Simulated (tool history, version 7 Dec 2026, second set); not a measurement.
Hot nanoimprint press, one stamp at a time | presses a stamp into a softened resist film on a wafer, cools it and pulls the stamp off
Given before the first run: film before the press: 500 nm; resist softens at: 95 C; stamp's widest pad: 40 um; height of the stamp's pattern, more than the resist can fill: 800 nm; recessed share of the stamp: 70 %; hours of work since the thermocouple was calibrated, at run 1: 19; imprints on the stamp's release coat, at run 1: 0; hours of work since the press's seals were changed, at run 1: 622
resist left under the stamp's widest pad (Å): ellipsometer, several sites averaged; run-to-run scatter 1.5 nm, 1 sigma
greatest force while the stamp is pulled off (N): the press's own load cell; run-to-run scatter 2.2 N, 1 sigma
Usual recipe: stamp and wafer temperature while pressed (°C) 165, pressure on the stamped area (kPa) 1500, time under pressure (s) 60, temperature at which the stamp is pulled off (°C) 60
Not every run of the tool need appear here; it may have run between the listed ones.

run	hour	stamp and wafer temperature while pressed (°C)	pressure on the stamped area (kPa)	time under pressure (s)	temperature at which the stamp is pulled off (°C)	hours of work since the thermocouple was calibrated	imprints on the stamp's release coat	hours of work since the press's seals were changed	resist left under the stamp's widest pad (Å)	greatest force while the stamp is pulled off (N)
1	0	165	1500	60	60	19	0	622	2802	100
2	24.6	165	1500	60	60	36	130	638	2798	104
3	80.2	165	1500	58	60	73	426	676	2817	109
4	114.7	165	1500	58	60	96	610	699	2823	111
# hour 132.8: stamp cleaned and given a new release coat
5	168.2	165	1500	58	60	128	188	731	2825	106
6	202.6	165	1500	58	60	151	370	754	2825	108
7	256.9	157	1500	60	60	187	659	790	3655	111
# hour 265.9: stamp cleaned and given a new release coat
8	291.5	157	1500	60	60	206	136	809	3667	98
9	333.7	157	1500	60	60	235	360	838	3661	110
10	375.1	157	1500	60	60	262	580	865	3666	109
# hour 398.8: stamp cleaned and given a new release coat
11	419.3	160	1500	60	50	288	109	891	3304	128
12	468.3	165	2140	60	60	321	369	924	2364	107
13	517.1	160	1500	61	60	354	628	956	3281	108

Run 14 has not been measured yet. What should we expect?
# hour 533.1: stamp cleaned and given a new release coat
# hour 544.5: plate thermocouple calibrated
14	567.2	165	1210	61	60	15	166	984	?	?

For run 14 the tool returned resist left under the stamp's widest pad (Å) 2993, greatest force while the stamp is pulled off (N) 102.
With the hidden condition absent and the run-to-run variation left alone, this run would have shown resist left under the stamp's widest pad (Å) 2980, greatest force while the stamp is pulled off (N) 100.
